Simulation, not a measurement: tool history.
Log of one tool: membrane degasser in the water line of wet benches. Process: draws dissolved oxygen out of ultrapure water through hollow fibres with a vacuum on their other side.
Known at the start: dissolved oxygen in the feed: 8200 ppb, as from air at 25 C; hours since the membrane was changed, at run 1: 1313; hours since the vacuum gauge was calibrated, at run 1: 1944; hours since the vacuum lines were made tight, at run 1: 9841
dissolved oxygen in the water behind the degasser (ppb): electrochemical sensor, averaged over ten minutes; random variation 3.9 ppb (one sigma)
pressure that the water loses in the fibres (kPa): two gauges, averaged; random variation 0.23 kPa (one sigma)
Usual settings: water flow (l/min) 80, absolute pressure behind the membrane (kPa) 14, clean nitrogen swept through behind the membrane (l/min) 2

run      day  water flow (l/min)  absolute pressure behind the membrane (kPa)  clean nitrogen swept through behind the membrane (l/min)  hours since the membrane was changed  hours since the vacuum gauge was calibrated  hours since the vacuum lines were made tight  dissolved oxygen in the water behind the degasser (ppb)  pressure that the water loses in the fibres (kPa)
  1        0                  80                                           14                                                         2                                  1313                                         1944                                          9841                                                    814.1                                              59.66
  2    8.204                  80                                           14                                                         2                                  1510                                         2141                                         10038                                                    803.1                                              59.72
  3    14.65                 116                                           14                                                         2                                  1665                                         2296                                         10193                                                   1063.3                                              86.56
  4   20.196                  66                                           14                                                         2                                  1798                                         2429                                         10326                                                    704.5                                              49.86
  5   29.679                  66                                           14                                                         2                                  2026                                         2656                                         10553                                                    698.3                                              49.48
  6   40.612                  51                                           14                                                         2                                  2288                                         2919                                         10816                                                    570.9                                              38.14
  7   51.904                  51                                           14                                                         2                                  2559                                         3190                                         11087                                                    578.1                                              38.09
  8   62.862                  51                                           14                                                         2                                  2822                                         3453                                         11350                                                      574                                              38.55
  9   68.583                  80                                         12.4                                                      4.97                                  2959                                         3590                                         11487                                                      333                                               60.4
 10   76.092                  69                                           14                                                         2                                  3139                                         3770                                         11667                                                    727.6                                              51.66
      85.842  -- seals of the vacuum lines changed
 11   86.058                 108                                         28.7                                                      5.05                                  3377                                         4007                                             5                                                   1077.8                                               81.3
 12   93.038                 108                                         28.7                                                      5.05                                  3544                                         4175                                           173                                                   1086.6                                              81.61
 13  103.654                  80                                         15.8                                                      1.54                                  3799                                         4430                                           428                                                     1131                                              60.18

Forecast each of these 3 alternatives for the next run:
  A  112.771                  80                                         27.5                                                      1.38                                  4018                                         4648                                           646                                                        ?                                                  ?
  B  112.771                  81                                         15.8                                                       0.8                                  4018                                         4648                                           646                                                        ?                                                  ?
  C  112.771                 116                                         17.4                                                      4.93                                  4018                                         4648                                           646                                                        ?                                                  ?

run  dissolved oxygen in the water behind the degasser (ppb)  pressure that the water loses in the fibres (kPa)
  A                                                   2098.6                                              60.78
  B                                                   1723.6                                              61.14
  C                                                    702.9                                               87.4
Without the tool's hidden state the same runs would have given:
run  dissolved oxygen in the water behind the degasser (ppb)  pressure that the water loses in the fibres (kPa)
  A                                                   2081.2                                              59.74
  B                                                   1694.4                                               60.1
  C                                                    690.2                                               85.9

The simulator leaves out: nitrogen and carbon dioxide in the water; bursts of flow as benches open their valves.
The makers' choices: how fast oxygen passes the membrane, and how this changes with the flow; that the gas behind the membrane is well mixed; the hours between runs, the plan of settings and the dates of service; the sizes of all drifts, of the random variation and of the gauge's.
